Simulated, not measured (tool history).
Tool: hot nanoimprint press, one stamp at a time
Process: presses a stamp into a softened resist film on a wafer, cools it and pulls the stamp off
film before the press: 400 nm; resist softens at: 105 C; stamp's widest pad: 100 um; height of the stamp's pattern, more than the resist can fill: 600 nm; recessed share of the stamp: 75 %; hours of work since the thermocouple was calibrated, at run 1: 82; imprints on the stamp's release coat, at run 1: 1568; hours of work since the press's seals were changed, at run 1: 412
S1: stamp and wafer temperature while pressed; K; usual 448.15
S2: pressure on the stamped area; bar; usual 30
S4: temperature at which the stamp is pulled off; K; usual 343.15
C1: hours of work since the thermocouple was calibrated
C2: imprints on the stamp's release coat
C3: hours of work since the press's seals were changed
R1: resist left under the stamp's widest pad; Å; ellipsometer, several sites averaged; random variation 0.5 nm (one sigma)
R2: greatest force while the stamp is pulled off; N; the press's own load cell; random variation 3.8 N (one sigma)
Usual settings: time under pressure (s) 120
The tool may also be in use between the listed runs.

Run 1, hour 0: usual settings; C1 82; C2 1568; C3 412. Result: R1 1430 Å, R2 260 N.
At hour 46.6: stamp cleaned and given a new release coat.
Run 2, hour 54.9: usual settings; C1 115; C2 25; C3 444. Result: R1 1423 Å, R2 188 N.
Run 3, hour 114: usual settings but S4 338.15 K; C1 155; C2 204; C3 484. Result: R1 1435 Å, R2 214 N.
Run 4, hour 182.2: usual settings but S4 338.15 K; C1 200; C2 410; C3 530. Result: R1 1455 Å, R2 224 N.
Run 5, hour 263.7: usual settings but S2 44.8 bar, S4 338.15 K; C1 255; C2 657; C3 584. Result: R1 1178 Å, R2 242 N.
Run 6, hour 315.1: usual settings but S2 44.8 bar, S4 338.15 K; C1 289; C2 812; C3 619. Result: R1 1176 Å, R2 249 N.
Run 7, hour 390.9: usual settings but S2 44.8 bar, time under pressure (s) 76, S4 338.15 K; C1 340; C2 1041; C3 670. Result: R1 1401 Å, R2 263 N.
Run 8, hour 442.3: usual settings but S2 44.8 bar, time under pressure (s) 76, S4 338.15 K; C1 375; C2 1196; C3 704. Result: R1 1412 Å, R2 264 N.
Run 9, hour 480.5: usual settings but time under pressure (s) 150; C1 400; C2 1312; C3 730. Result: R1 1369 Å, R2 256 N.
At hour 487.8: plate thermocouple calibrated.
Run 10, hour 566: usual settings; C1 53; C2 1561; C3 785. Result: R1 1504 Å, R2 261 N.
At hour 619: stamp cleaned and given a new release coat.
Run 11, hour 632: usual settings; C1 93; C2 39; C3 825. Result: R1 1511 Å, R2 191 N.
Run 12, hour 674.1: usual settings; C1 121; C2 167; C3 854. Result: R1 1520 Å, R2 194 N.
At hour 688.4: plate thermocouple calibrated, once more.
Run 13, hour 724: usual settings but time under pressure (s) 180; C1 24; C2 309; C3 885. Result: R1 1258 Å, R2 205 N.
Run 14, hour 781.2: usual settings but time under pressure (s) 180; C1 62; C2 482; C3 924. Result: R1 1252 Å, R2 206 N.
At hour 811: press's hydraulic seals changed and the load cell set to zero.
Run 15, hour 834.1: usual settings but time under pressure (s) 221; C1 92; C2 617; C3 15. Result: R1 1122 Å, R2 215 N.
Run 16, hour 894.5: usual settings but S2 22.6 bar, time under pressure (s) 221, S4 347.15 K; C1 133; C2 800; C3 56. Result: R1 1323 Å, R2 204 N.
Run 17, hour 979.8: usual settings but S1 458.15 K, S2 41.6 bar, time under pressure (s) 210; C1 190; C2 1058; C3 113. Result: R1 702 Å, R2 244 N.

Run 18 comes next. What will it give?
Run 18, hour 1034.4: usual settings but S1 458.15 K, S2 41.3 bar, S4 345.15 K; C1 227; C2 1223; C3 150. Result: R1 ?, R2 ?.

R1: 889 Å
R2: 232 N
Without the tool's hidden state the same run would have given R1 870 Å, R2 172 N.

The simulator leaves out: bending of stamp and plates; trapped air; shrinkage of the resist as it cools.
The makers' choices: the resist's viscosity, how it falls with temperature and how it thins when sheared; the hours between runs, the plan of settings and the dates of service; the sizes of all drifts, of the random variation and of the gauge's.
